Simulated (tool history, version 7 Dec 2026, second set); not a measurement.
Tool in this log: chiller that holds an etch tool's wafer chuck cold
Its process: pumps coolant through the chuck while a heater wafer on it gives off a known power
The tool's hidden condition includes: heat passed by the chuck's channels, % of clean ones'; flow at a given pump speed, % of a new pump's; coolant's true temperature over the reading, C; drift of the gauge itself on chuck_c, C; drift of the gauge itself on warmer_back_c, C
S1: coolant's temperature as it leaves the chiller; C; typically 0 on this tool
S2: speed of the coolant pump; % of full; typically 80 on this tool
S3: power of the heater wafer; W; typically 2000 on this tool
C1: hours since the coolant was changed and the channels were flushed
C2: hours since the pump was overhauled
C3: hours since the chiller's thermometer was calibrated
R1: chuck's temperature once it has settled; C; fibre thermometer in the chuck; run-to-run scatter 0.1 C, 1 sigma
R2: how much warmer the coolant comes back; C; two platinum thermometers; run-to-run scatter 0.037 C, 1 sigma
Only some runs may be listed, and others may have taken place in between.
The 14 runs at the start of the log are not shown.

{"run": 15, "hour": 2423.1, "S1": 0, "S2": 80, "S3": 1981, "C1": 1226, "C2": 9952, "C3": 262, "R1": 24.7, "R2": 8.61}
{"run": 16, "hour": 2597.1, "S1": 0, "S2": 80, "S3": 2000, "C1": 1400, "C2": 10126, "C3": 436, "R1": 25, "R2": 8.78}
{"run": 17, "hour": 2768.6, "S1": 0, "S2": 80, "S3": 2648, "C1": 1572, "C2": 10297, "C3": 608, "R1": 33.3, "R2": 11.64}
{"run": 18, "hour": 2903.4, "S1": 0, "S2": 80, "S3": 2648, "C1": 1706, "C2": 10432, "C3": 742, "R1": 33.4, "R2": 11.68}
{"run": 19, "hour": 3046.8, "S1": 0, "S2": 60, "S3": 1421, "C1": 1850, "C2": 10576, "C3": 886, "R1": 23, "R2": 8.65}
{"run": 20, "hour": 3171.3, "S1": 0, "S2": 60, "S3": 1108, "C1": 1974, "C2": 10700, "C3": 1010, "R1": 18.2, "R2": 6.78}
{"run": 21, "hour": 3379.2, "S1": 0, "S2": 83, "S3": 2113, "C1": 2182, "C2": 10908, "C3": 1218, "R1": 26.5, "R2": 9.05}
{"run": 22, "hour": 3567.7, "S1": 0, "S2": 83, "S3": 2113, "C1": 2371, "C2": 11096, "C3": 1407, "R1": 26.6, "R2": 9.09}
{"run": 23, "hour": 3705.1, "S1": -3, "S2": 86, "S3": 2193, "C1": 2508, "C2": 11234, "C3": 1544, "R1": 24, "R2": 9.02}
{"run": 24, "hour": 3893.6, "S1": -8, "S2": 80, "S3": 1552, "C1": 2697, "C2": 11422, "C3": 1733, "R1": 12.5, "R2": 6.95}
{"run": 25, "hour": 4085.8, "S1": 0, "S2": 62, "S3": 2000, "C1": 2889, "C2": 11615, "C3": 1925, "R1": 33, "R2": 11.95}
{"run": 26, "hour": 4222.8, "S1": -6, "S2": 85, "S3": 1435, "C1": 3026, "C2": 11751, "C3": 2062, "R1": 12.4, "R2": 6.08}
{"run": 27, "hour": 4445.7, "S1": -4, "S2": 94, "S3": 1435, "C1": 3249, "C2": 11974, "C3": 2285, "R1": 13.2, "R2": 5.46}
{"run": 28, "hour": 4624.0, "S1": -8, "S2": 91, "S3": 1345, "C1": 3427, "C2": 12153, "C3": 2463, "R1": 8.6, "R2": 5.34}
{"run": 29, "hour": 4735.1, "S1": -2, "S2": 80, "S3": 1664, "C1": 3538, "C2": 12264, "C3": 2574, "R1": 20.8, "R2": 7.63}
{"run": 30, "hour": 4892.8, "S1": -8, "S2": 74, "S3": 2141, "C1": 3696, "C2": 12422, "C3": 2732, "R1": 23.3, "R2": 10.66}
{"run": 31, "hour": 5095.3, "S1": -8, "S2": 74, "S3": 2141, "C1": 3898, "C2": 12624, "C3": 2934, "R1": 23.6, "R2": 10.79}
{"run": 32, "hour": 5254.8, "S1": -8, "S2": 74, "S3": 2141, "C1": 4058, "C2": 12784, "C3": 3094, "R1": 23.6, "R2": 10.77}

4 ways to go on from here, each from the tool as it stands after run 32. What would each give?
{"run": "A", "hour": 5362.3, "S1": -6, "S2": 97, "S3": 2000, "C1": 4165, "C2": 12891, "C3": 3201, "R1": "?", "R2": "?"}
{"run": "B", "hour": 5362.3, "S1": 0, "S2": 80, "S3": 1800, "C1": 4165, "C2": 12891, "C3": 3201, "R1": "?", "R2": "?"}
{"run": "C", "hour": 5362.3, "S1": 5, "S2": 73, "S3": 1073, "C1": 4165, "C2": 12891, "C3": 3201, "R1": "?", "R2": "?"}
{"run": "D", "hour": 5362.3, "S1": -10, "S2": 82, "S3": 2729, "C1": 4165, "C2": 12891, "C3": 3201, "R1": "?", "R2": "?"}

run=A R1=18 R2=7.44
run=B R1=25.2 R2=8.37
run=C R1=21.5 R2=5.5
run=D R1=27.4 R2=12.31
Without the tool's unlogged condition, the same runs would have read:
run=A R1=11.8 R2=5.73
run=B R1=18.7 R2=6.46
run=C R1=17.2 R2=4.23
run=D R1=18 R2=9.48
